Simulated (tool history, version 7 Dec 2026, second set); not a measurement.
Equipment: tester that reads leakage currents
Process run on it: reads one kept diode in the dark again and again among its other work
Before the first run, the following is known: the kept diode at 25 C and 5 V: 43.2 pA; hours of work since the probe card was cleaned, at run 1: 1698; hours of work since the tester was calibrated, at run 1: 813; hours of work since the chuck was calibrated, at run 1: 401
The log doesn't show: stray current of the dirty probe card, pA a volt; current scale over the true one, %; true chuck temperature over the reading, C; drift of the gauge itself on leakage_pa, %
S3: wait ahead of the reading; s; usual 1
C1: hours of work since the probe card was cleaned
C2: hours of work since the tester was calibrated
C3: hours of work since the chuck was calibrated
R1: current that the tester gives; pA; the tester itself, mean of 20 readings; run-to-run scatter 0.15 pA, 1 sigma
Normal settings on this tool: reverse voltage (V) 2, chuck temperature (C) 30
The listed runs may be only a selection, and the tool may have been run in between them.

run 1 hour=0 | reverse_voltage_(V)=2 chuck_temperature_(C)=30 S3=1 | C1=1698 C2=813 C3=401 | R1=46.97
run 2 hour=22.5 | reverse_voltage_(V)=2 chuck_temperature_(C)=30 S3=1 | C1=1715 C2=831 C3=418 | R1=46.84
run 3 hour=45.5 | reverse_voltage_(V)=2 chuck_temperature_(C)=30 S3=1 | C1=1733 C2=848 C3=436 | R1=46.92
run 4 hour=60.9 | reverse_voltage_(V)=2 chuck_temperature_(C)=30 S3=1 | C1=1744 C2=860 C3=447 | R1=46.69
run 5 hour=77.4 | reverse_voltage_(V)=2 chuck_temperature_(C)=30 S3=1 | C1=1757 C2=872 C3=460 | R1=46.83
run 6 hour=105.8 | reverse_voltage_(V)=5.22 chuck_temperature_(C)=30 S3=1 | C1=1778 C2=894 C3=482 | R1=67.25
run 7 hour=126.3 | reverse_voltage_(V)=5.22 chuck_temperature_(C)=30 S3=1 | C1=1794 C2=909 C3=497 | R1=67.5
run 8 hour=140.1 | reverse_voltage_(V)=5.22 chuck_temperature_(C)=30 S3=1 | C1=1804 C2=920 C3=508 | R1=67.39
run 9 hour=155.4 | reverse_voltage_(V)=3.2 chuck_temperature_(C)=30 S3=1 | C1=1816 C2=931 C3=519 | R1=55.9
run 10 hour=181.2 | reverse_voltage_(V)=3.2 chuck_temperature_(C)=30 S3=1 | C1=1836 C2=951 C3=539 | R1=55.95
run 11 hour=212.3 | reverse_voltage_(V)=3.2 chuck_temperature_(C)=30 S3=1 | C1=1859 C2=975 C3=562 | R1=56.09
run 12 hour=229 | reverse_voltage_(V)=2 chuck_temperature_(C)=30 S3=2.46 | C1=1872 C2=987 C3=575 | R1=46.76
run 13 hour=257.8 | reverse_voltage_(V)=2 chuck_temperature_(C)=30 S3=2.46 | C1=1894 C2=1009 C3=597 | R1=46.89
run 14 hour=271.2 | reverse_voltage_(V)=2 chuck_temperature_(C)=42 S3=2.46 | C1=1904 C2=1019 C3=607 | R1=121.85
run 15 hour=286.1 | reverse_voltage_(V)=2.95 chuck_temperature_(C)=42 S3=2.46 | C1=1915 C2=1031 C3=618 | R1=141.83
run 16 hour=310.1 | reverse_voltage_(V)=2 chuck_temperature_(C)=30 S3=1 | C1=1933 C2=1049 C3=637 | R1=47.1
run 17 hour=324.1 | reverse_voltage_(V)=2 chuck_temperature_(C)=30 S3=1 | C1=1944 C2=1059 C3=647 | R1=46.78
run 18 hour=345.9 | reverse_voltage_(V)=2 chuck_temperature_(C)=30 S3=1 | C1=1961 C2=1076 C3=664 | R1=46.85
run 19 hour=369.3 | reverse_voltage_(V)=2 chuck_temperature_(C)=30 S3=1 | C1=1978 C2=1094 C3=682 | R1=47.07
run 20 hour=399.8 | reverse_voltage_(V)=2 chuck_temperature_(C)=30 S3=1.72 | C1=2001 C2=1117 C3=705 | R1=46.89
run 21 hour=414 | reverse_voltage_(V)=1.1 chuck_temperature_(C)=30 S3=9.23 | C1=2012 C2=1128 C3=715 | R1=37.3
run 22 hour=432 | reverse_voltage_(V)=2.46 chuck_temperature_(C)=23 S3=0.34 | C1=2026 C2=1141 C3=729 | R1=28.28
run 23 hour=454.6 | reverse_voltage_(V)=1.53 chuck_temperature_(C)=25 S3=0.54 | C1=2043 C2=1158 C3=746 | R1=28.09
run 24 hour=479.3 | reverse_voltage_(V)=3.58 chuck_temperature_(C)=47 S3=1.21 | C1=2062 C2=1177 C3=765 | R1=223.15
run 25 hour=509.4 | reverse_voltage_(V)=1.29 chuck_temperature_(C)=21 S3=2.12 | C1=2085 C2=1200 C3=788 | R1=18.26
run 26 hour=530.3 | reverse_voltage_(V)=14.99 chuck_temperature_(C)=34 S3=0.42 | C1=2100 C2=1216 C3=804 | R1=142.25
run 27 hour=558.4 | reverse_voltage_(V)=14.99 chuck_temperature_(C)=34 S3=6.54 | C1=2122 C2=1237 C3=825 | R1=139.1
run 28 hour=587.2 | reverse_voltage_(V)=8.78 chuck_temperature_(C)=26 S3=1 | C1=2144 C2=1259 C3=847 | R1=59.07
run 29 hour=604.8 | reverse_voltage_(V)=2.09 chuck_temperature_(C)=27 S3=0.73 | C1=2157 C2=1272 C3=860 | R1=37.15
run 30 hour=617.8 | reverse_voltage_(V)=11.35 chuck_temperature_(C)=37 S3=1 | C1=2167 C2=1282 C3=870 | R1=160.31
run 31 hour=639.1 | reverse_voltage_(V)=11.35 chuck_temperature_(C)=37 S3=1 | C1=2183 C2=1298 C3=886 | R1=159.92
run 32 hour=669.8 | reverse_voltage_(V)=11.35 chuck_temperature_(C)=37 S3=1 | C1=2206 C2=1322 C3=910 | R1=160.18
run 33 hour=693.3 | reverse_voltage_(V)=11.35 chuck_temperature_(C)=37 S3=1 | C1=2224 C2=1339 C3=927 | R1=160.4
run 34 hour=713.5 | reverse_voltage_(V)=2 chuck_temperature_(C)=29 S3=1 | C1=2239 C2=1355 C3=943 | R1=43.13
run 35 hour=744 | reverse_voltage_(V)=12.11 chuck_temperature_(C)=57 S3=6.52 | C1=2263 C2=1378 C3=966 | R1=728.35
run 36 hour=757.7 | reverse_voltage_(V)=10.98 chuck_temperature_(C)=42 S3=6.41 | C1=2273 C2=1388 C3=976 | R1=232.36

Predict the results of run 37:
run 37 hour=778.2 | reverse_voltage_(V)=5.66 chuck_temperature_(C)=26 S3=1 | C1=2288 C2=1404 C3=992 | R1=?

R1: 49.71 pA
With the hidden condition absent and the run-to-run variation left alone, this run would have shown R1 49.73 pA.
